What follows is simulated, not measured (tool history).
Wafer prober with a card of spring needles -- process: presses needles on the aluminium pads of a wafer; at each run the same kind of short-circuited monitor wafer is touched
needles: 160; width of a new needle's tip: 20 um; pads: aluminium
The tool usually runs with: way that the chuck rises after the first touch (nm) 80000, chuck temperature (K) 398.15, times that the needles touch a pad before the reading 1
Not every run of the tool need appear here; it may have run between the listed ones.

run	hour	way that the chuck rises after the first touch (nm)	chuck temperature (K)	times that the needles touch a pad before the reading	resistance of one needle with its contact and lead (mohm)	way that a needle slides on the pad (nm)
1	0	80000	398.15	1	145	18900
2	12.3	80000	398.15	1	257	19000
# hour 15.9: tips cleaned on abrasive film
3	23.8	80000	398.15	1	287	18630
# hour 30: tips cleaned on abrasive film
4	41.9	80000	398.15	1	267	18450
# hour 45: tips cleaned on abrasive film
# hour 58.1: tips cleaned on abrasive film, once more
5	63.1	80000	398.15	1	231	18730
# hour 67.7: height of the first contact set anew
# hour 72.6: tips cleaned on abrasive film
6	79.8	80000	398.15	1	232	19650
# hour 88.2: tips cleaned on abrasive film
7	89.8	80000	398.15	1	179	19840
8	99.9	89000	398.15	1	228	21710
# hour 103.6: tips cleaned on abrasive film
9	116.9	89000	398.15	1	229	21980
# hour 119: tips cleaned on abrasive film
# hour 133.5: tips cleaned on abrasive film
10	138.5	80000	398.15	1	229	19670
# hour 148.8: tips cleaned on abrasive film
11	159.1	80000	398.15	1	251	19710
# hour 163.9: tips cleaned on abrasive film
12	177.5	80000	398.15	1	257	19380
# hour 179.1: tips cleaned on abrasive film
13	189.6	80000	398.15	1	255	19580
# hour 193.8: tips cleaned on abrasive film
# hour 209: tips cleaned on abrasive film
14	210.4	80000	398.15	1	175	19470
# hour 224.3: tips cleaned on abrasive film
15	228.1	80000	398.15	1	215	19300
# hour 239.8: tips cleaned on abrasive film
16	250.4	80000	398.15	1	260	19410
# hour 254.6: tips cleaned on abrasive film
17	263.8	73000	379.15	2	213	17780
# hour 269.5: tips cleaned on abrasive film
18	276.9	65000	336.15	2	236	15630
# hour 284.6: tips cleaned on abrasive film
19	297.3	81000	398.15	1	262	19620
# hour 299.1: tips cleaned on abrasive film
20	308.9	81000	398.15	1	250	19450
# hour 313.6: tips cleaned on abrasive film
21	325.4	81000	398.15	1	262	19400
# hour 328.6: tips cleaned on abrasive film
# hour 343.6: tips cleaned on abrasive film
22	346.6	81000	318.15	1	204	19250
# hour 358: tips cleaned on abrasive film
23	361.3	95000	350.15	2	160	22680
# hour 373.4: tips cleaned on abrasive film
24	382.1	95000	350.15	2	181	22920
# hour 387.6: tips cleaned on abrasive film
# hour 402: tips cleaned on abrasive film
25	403.9	95000	350.15	2	150	22750
# hour 416.4: tips cleaned on abrasive film
26	425	62000	340.15	1	347	14620
# hour 430.8: tips cleaned on abrasive film
# hour 445.9: tips cleaned on abrasive film
27	446.6	91000	391.15	2	146	21780
# hour 460.2: tips cleaned on abrasive film
28	460.2	80000	319.15	1	133	19040
29	470	97000	326.15	2	180	23180
# hour 474.6: tips cleaned on abrasive film
30	479.5	97000	326.15	2	169	23190
# hour 488.8: tips cleaned on abrasive film
31	488.8	80000	363.15	1	141	18900
# hour 503.8: tips cleaned on abrasive film
32	505.1	80000	363.15	1	170	18960

Some steps in resistance of one needle with its contact and lead (mohm), run to run, broken into two amounts with sign: the step expected even without the hidden condition (settings, incoming material, random variation), and the rest, left for the hidden condition together with whatever gauge scatter is not in both the measured and the hidden-condition-free result:
Hidden conditions of the tool in this case: debris on the tips, nm; way that the needles fall short of the set height, um; tips' diameter, um; drift of the gauge itself on contact_mohm, %; drift of the gauge itself on scrub_um, %.
Run 1 -> 2: nothing adjusted, nothing logged. resistance of one needle with its contact and lead (mohm) +112: hidden state +112, all else +0.
Run 25 -> 26: way that the chuck rises after the first touch (nm) 95000 -> 62000, chuck temperature (K) 350.15 -> 340.15, times that the needles touch a pad before the reading 2 -> 1, tips cleaned on abrasive film. resistance of one needle with its contact and lead (mohm) +197: hidden state +196, all else +1.
Run 26 -> 27: way that the chuck rises after the first touch (nm) 62000 -> 91000, chuck temperature (K) 340.15 -> 391.15, times that the needles touch a pad before the reading 1 -> 2, tips cleaned on abrasive film, tips cleaned on abrasive film. resistance of one needle with its contact and lead (mohm) -201: hidden state -207, all else +6.

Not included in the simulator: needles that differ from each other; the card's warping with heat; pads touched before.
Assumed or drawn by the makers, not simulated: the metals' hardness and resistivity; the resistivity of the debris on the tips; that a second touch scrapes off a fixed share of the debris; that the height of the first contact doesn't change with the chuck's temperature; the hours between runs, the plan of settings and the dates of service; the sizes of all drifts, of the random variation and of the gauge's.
